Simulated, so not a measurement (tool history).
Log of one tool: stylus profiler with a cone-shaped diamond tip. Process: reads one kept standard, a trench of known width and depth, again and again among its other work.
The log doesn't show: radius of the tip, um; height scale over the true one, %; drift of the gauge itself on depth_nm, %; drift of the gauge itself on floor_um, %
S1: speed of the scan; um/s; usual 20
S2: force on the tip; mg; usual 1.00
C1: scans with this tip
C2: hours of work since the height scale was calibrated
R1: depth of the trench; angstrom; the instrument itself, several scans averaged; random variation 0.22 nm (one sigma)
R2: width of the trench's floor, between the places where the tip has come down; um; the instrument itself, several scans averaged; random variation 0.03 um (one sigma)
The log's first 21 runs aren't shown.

run 22 day=27.108 | S1=7 S2=1.00 | C1=14002 C2=87 | R1=9982.4 R2=44.41
run 23 day=27.971 | S1=20 S2=1.45 | C1=14177 C2=100 | R1=9997.3 R2=44.35
run 24 day=28.733 | S1=20 S2=1.07 | C1=14331 C2=112 | R1=9987.9 R2=44.33
run 25 day=30.067 | S1=20 S2=0.75 | C1=14602 C2=132 | R1=9970.3 R2=44.26
-- day=31.238 height scale calibrated on a step standard, once more
run 26 day=31.912 | S1=8 S2=0.62 | C1=14973 C2=10 | R1=10036.5 R2=44.25
run 27 day=33.175 | S1=56 S2=0.86 | C1=15229 C2=30 | R1=10048.3 R2=43.91
run 28 day=35.033 | S1=19 S2=0.38 | C1=15607 C2=58 | R1=10024.4 R2=44.07
run 29 day=36.738 | S1=19 S2=0.38 | C1=15953 C2=84 | R1=10022.4 R2=44.05
run 30 day=38.546 | S1=69 S2=0.42 | C1=16319 C2=111 | R1=10020.6 R2=43.54
run 31 day=39.358 | S1=5 S2=2.24 | C1=16484 C2=124 | R1=10084.1 R2=44.12
run 32 day=40.508 | S1=5 S2=2.24 | C1=16718 C2=141 | R1=10081.2 R2=44.09
run 33 day=41.258 | S1=34 S2=1.00 | C1=16870 C2=153 | R1=10043.6 R2=43.86
run 34 day=42.508 | S1=34 S2=1.00 | C1=17123 C2=172 | R1=10047.1 R2=43.85
run 35 day=43.617 | S1=34 S2=2.69 | C1=17348 C2=189 | R1=10090.0 R2=43.93
run 36 day=45.008 | S1=24 S2=1.00 | C1=17631 C2=210 | R1=10042.6 R2=43.84
run 37 day=46.721 | S1=20 S2=0.55 | C1=17979 C2=236 | R1=10025.6 R2=43.77
run 38 day=48.050 | S1=20 S2=0.55 | C1=18248 C2=257 | R1=10019.4 R2=43.76
run 39 day=48.896 | S1=41 S2=2.07 | C1=18420 C2=269 | R1=10072.6 R2=43.79
run 40 day=49.808 | S1=7 S2=0.53 | C1=18605 C2=283 | R1=10023.6 R2=43.83
run 41 day=51.379 | S1=35 S2=1.00 | C1=18924 C2=307 | R1=10036.4 R2=43.69
run 42 day=52.675 | S1=25 S2=0.35 | C1=19187 C2=327 | R1=10014.2 R2=43.55
run 43 day=54.025 | S1=25 S2=0.35 | C1=19462 C2=348 | R1=10009.7 R2=43.55
run 44 day=55.529 | S1=25 S2=0.35 | C1=19766 C2=371 | R1=10010.6 R2=43.50
run 45 day=56.354 | S1=25 S2=0.35 | C1=19935 C2=383 | R1=10008.3 R2=43.52
run 46 day=57.717 | S1=17 S2=0.40 | C1=20211 C2=404 | R1=10011.2 R2=43.55

3 ways to go on from here, each from the tool as it stands after run 46. What would each give?
run A day=58.846 | S1=32 S2=0.37 | C1=20440 C2=421 | R1=? R2=?
run B day=58.846 | S1=19 S2=0.40 | C1=20440 C2=421 | R1=? R2=?
run C day=58.846 | S1=20 S2=1.91 | C1=20440 C2=421 | R1=? R2=?

run=A R1=10011.0 R2=43.41
run=B R1=10013.4 R2=43.48
run=C R1=10065.2 R2=43.61
Without the tool's hidden state the same runs would have given:
run=A R1=10026.8 R2=46.25
run=B R1=10029.2 R2=46.32
run=C R1=10081.1 R2=46.45

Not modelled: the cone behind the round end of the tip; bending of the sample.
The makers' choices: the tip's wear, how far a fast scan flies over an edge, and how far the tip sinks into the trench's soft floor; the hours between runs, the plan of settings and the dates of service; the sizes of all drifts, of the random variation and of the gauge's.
